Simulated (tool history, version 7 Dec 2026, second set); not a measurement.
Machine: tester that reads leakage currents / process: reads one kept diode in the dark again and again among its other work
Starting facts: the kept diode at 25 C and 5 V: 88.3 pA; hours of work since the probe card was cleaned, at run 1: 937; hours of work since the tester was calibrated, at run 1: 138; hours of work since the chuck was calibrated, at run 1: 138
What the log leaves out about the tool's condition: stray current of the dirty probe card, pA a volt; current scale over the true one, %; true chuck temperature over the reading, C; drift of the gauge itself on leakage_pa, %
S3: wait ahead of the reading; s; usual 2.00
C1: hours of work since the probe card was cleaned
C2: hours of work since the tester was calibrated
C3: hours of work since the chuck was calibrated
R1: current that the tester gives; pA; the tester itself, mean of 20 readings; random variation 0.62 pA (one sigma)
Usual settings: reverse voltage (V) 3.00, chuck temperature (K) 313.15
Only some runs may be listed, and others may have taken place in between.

run 1 hour=0.0 | reverse_voltage_(V)=3.00 chuck_temperature_(K)=313.15 S3=2.00 | C1=937 C2=138 C3=138 | R1=208.99
run 2 hour=154.4 | reverse_voltage_(V)=3.00 chuck_temperature_(K)=313.15 S3=2.00 | C1=1029 C2=230 C3=230 | R1=211.68
run 3 hour=331.0 | reverse_voltage_(V)=3.00 chuck_temperature_(K)=313.15 S3=2.00 | C1=1135 C2=336 C3=336 | R1=212.51
run 4 hour=479.3 | reverse_voltage_(V)=3.00 chuck_temperature_(K)=313.15 S3=2.00 | C1=1223 C2=424 C3=424 | R1=213.18
run 5 hour=585.5 | reverse_voltage_(V)=3.00 chuck_temperature_(K)=313.15 S3=2.00 | C1=1287 C2=488 C3=488 | R1=215.66
run 6 hour=767.2 | reverse_voltage_(V)=3.00 chuck_temperature_(K)=313.15 S3=2.00 | C1=1395 C2=596 C3=596 | R1=217.36
run 7 hour=912.6 | reverse_voltage_(V)=3.00 chuck_temperature_(K)=313.15 S3=2.00 | C1=1482 C2=683 C3=683 | R1=218.62
run 8 hour=1072.1 | reverse_voltage_(V)=3.00 chuck_temperature_(K)=313.15 S3=2.00 | C1=1577 C2=778 C3=778 | R1=220.48
run 9 hour=1218.5 | reverse_voltage_(V)=3.00 chuck_temperature_(K)=313.15 S3=2.00 | C1=1665 C2=866 C3=866 | R1=221.92
run 10 hour=1336.4 | reverse_voltage_(V)=3.00 chuck_temperature_(K)=313.15 S3=2.00 | C1=1735 C2=936 C3=936 | R1=223.46
run 11 hour=1482.2 | reverse_voltage_(V)=3.00 chuck_temperature_(K)=313.15 S3=2.00 | C1=1822 C2=1023 C3=1023 | R1=225.56
run 12 hour=1673.2 | reverse_voltage_(V)=3.00 chuck_temperature_(K)=313.15 S3=1.37 | C1=1936 C2=1137 C3=1137 | R1=228.57
run 13 hour=1794.6 | reverse_voltage_(V)=3.00 chuck_temperature_(K)=313.15 S3=1.37 | C1=2009 C2=1210 C3=1210 | R1=232.03
-- hour=1923.8 chuck's temperature calibrated
run 14 hour=1994.3 | reverse_voltage_(V)=1.56 chuck_temperature_(K)=317.15 S3=3.73 | C1=2127 C2=1328 C3=42 | R1=206.96
run 15 hour=2142.5 | reverse_voltage_(V)=10.87 chuck_temperature_(K)=305.15 S3=9.29 | C1=2215 C2=1416 C3=131 | R1=213.55
run 16 hour=2255.6 | reverse_voltage_(V)=10.87 chuck_temperature_(K)=305.15 S3=9.29 | C1=2283 C2=1484 C3=198 | R1=214.65
run 17 hour=2423.6 | reverse_voltage_(V)=10.87 chuck_temperature_(K)=305.15 S3=9.29 | C1=2383 C2=1584 C3=298 | R1=217.50
run 18 hour=2538.0 | reverse_voltage_(V)=3.00 chuck_temperature_(K)=297.15 S3=2.88 | C1=2451 C2=1652 C3=367 | R1=73.09
run 19 hour=2636.8 | reverse_voltage_(V)=3.00 chuck_temperature_(K)=297.15 S3=9.24 | C1=2510 C2=1711 C3=426 | R1=73.02

Take each entry between the runs: how does the hidden state at the last listed run before it differ from the hidden state at the first listed run after it?
Runs 13 to 14: chuck's temperature calibrated (hour 1923.8)
  stray current of the dirty probe card, pA a volt: 0.961 -> 1.019; current scale over the true one, %: -0.49 -> -0.54; true chuck temperature over the reading, C: 1.59 -> 0.08
  difference, measured minus the result without the unlogged condition, R1: +24.69 -> +1.53 pA

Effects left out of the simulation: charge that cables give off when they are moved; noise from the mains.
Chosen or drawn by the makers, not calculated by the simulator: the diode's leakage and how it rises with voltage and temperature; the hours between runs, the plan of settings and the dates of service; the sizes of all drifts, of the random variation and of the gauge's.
